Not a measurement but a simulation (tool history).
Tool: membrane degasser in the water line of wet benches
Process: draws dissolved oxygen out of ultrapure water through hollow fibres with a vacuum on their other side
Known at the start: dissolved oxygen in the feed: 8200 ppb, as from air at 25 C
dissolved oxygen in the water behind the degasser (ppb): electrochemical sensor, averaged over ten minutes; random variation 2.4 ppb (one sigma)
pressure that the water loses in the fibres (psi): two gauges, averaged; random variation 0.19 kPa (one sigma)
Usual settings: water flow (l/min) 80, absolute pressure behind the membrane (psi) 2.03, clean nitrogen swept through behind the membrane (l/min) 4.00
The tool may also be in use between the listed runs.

| run | hour | water flow (l/min) | absolute pressure behind the membrane (psi) | clean nitrogen swept through behind the membrane (l/min) | dissolved oxygen in the water behind the degasser (ppb) | pressure that the water loses in the fibres (psi) |
|---|---|---|---|---|---|---|
| 1 | 0.0 | 80 | 2.03 | 4.00 | 479.9 | 5.481 |
| 2 | 38.0 | 80 | 2.03 | 4.00 | 479.1 | 5.511 |
| 3 | 81.3 | 80 | 2.03 | 4.00 | 480.3 | 5.517 |
| 4 | 107.6 | 80 | 2.03 | 4.00 | 485.0 | 5.507 |
| 5 | 126.8 | 80 | 2.03 | 6.33 | 330.3 | 5.459 |
| 6 | 155.0 | 61 | 2.03 | 4.00 | 367.8 | 4.218 |
| 7 | 182.8 | 61 | 2.03 | 4.00 | 370.7 | 4.221 |
| 8 | 203.6 | 80 | 1.65 | 4.00 | 376.7 | 5.493 |
| 9 | 249.6 | 80 | 1.65 | 4.00 | 380.1 | 5.488 |
| 10 | 280.1 | 80 | 1.65 | 4.00 | 380.5 | 5.504 |
| 11 | 312.2 | 80 | 1.65 | 4.00 | 378.9 | 5.538 |
| 12 | 351.0 | 80 | 2.03 | 4.00 | 487.4 | 5.523 |
| 13 | 397.2 | 53 | 2.03 | 4.00 | 326.9 | 3.672 |
| 14 | 416.0 | 73 | 2.03 | 4.00 | 443.8 | 5.034 |
| 15 | 451.2 | 73 | 2.03 | 4.00 | 444.2 | 5.018 |
| 16 | 483.6 | 73 | 2.03 | 4.00 | 445.0 | 5.010 |
| 17 | 520.0 | 75 | 4.06 | 3.43 | 1083.5 | 5.197 |
| 18 | 551.2 | 67 | 2.02 | 1.86 | 756.4 | 4.590 |
| 19 | 595.9 | 64 | 3.64 | 2.08 | 1264.6 | 4.396 |
| 20 | 627.1 | 64 | 3.64 | 2.08 | 1264.6 | 4.376 |
| 21 | 650.8 | 64 | 3.64 | 2.08 | 1266.7 | 4.395 |
| 22 | 690.4 | 112 | 3.76 | 3.09 | 1541.7 | 7.706 |
| 23 | 726.6 | 49 | 3.76 | 3.09 | 771.7 | 3.368 |
| 24 | 760.0 | 55 | 3.03 | 4.69 | 471.6 | 3.768 |
| 25 | 790.8 | 93 | 2.03 | 4.00 | 579.4 | 6.351 |
| 26 | 811.9 | 80 | 2.93 | 7.59 | 439.6 | 5.474 |
| 27 | 832.8 | 80 | 2.93 | 7.59 | 436.5 | 5.524 |
| 28 | 870.8 | 65 | 1.64 | 4.00 | 305.3 | 4.502 |
|  | 882.5 | gauge calibrated |
| 29 | 896.9 | 65 | 1.64 | 4.00 | 298.2 | 4.498 |
| 30 | 940.7 | 65 | 1.64 | 4.00 | 297.5 | 4.477 |
| 31 | 962.7 | 65 | 1.64 | 4.00 | 300.2 | 4.474 |

3 ways to go on from here, each from the tool as it stands after run 31. What would each give?
| A | 1002.7 | 99 | 1.64 | 1.62 | ? | ? |
| B | 1002.7 | 58 | 2.03 | 1.73 | ? | ? |
| C | 1002.7 | 52 | 1.64 | 10.00 | ? | ? |

| run | dissolved oxygen in the water behind the degasser (ppb) | pressure that the water loses in the fibres (psi) |
|---|---|---|
| A | 896.9 | 6.823 |
| B | 701.7 | 3.986 |
| C | 104.3 | 3.575 |
Without the tool's hidden state the same runs would have given:
| run | dissolved oxygen in the water behind the degasser (ppb) | pressure that the water loses in the fibres (psi) |
|---|---|---|
| A | 893.1 | 6.821 |
| B | 698.8 | 3.984 |
| C | 103.8 | 3.575 |
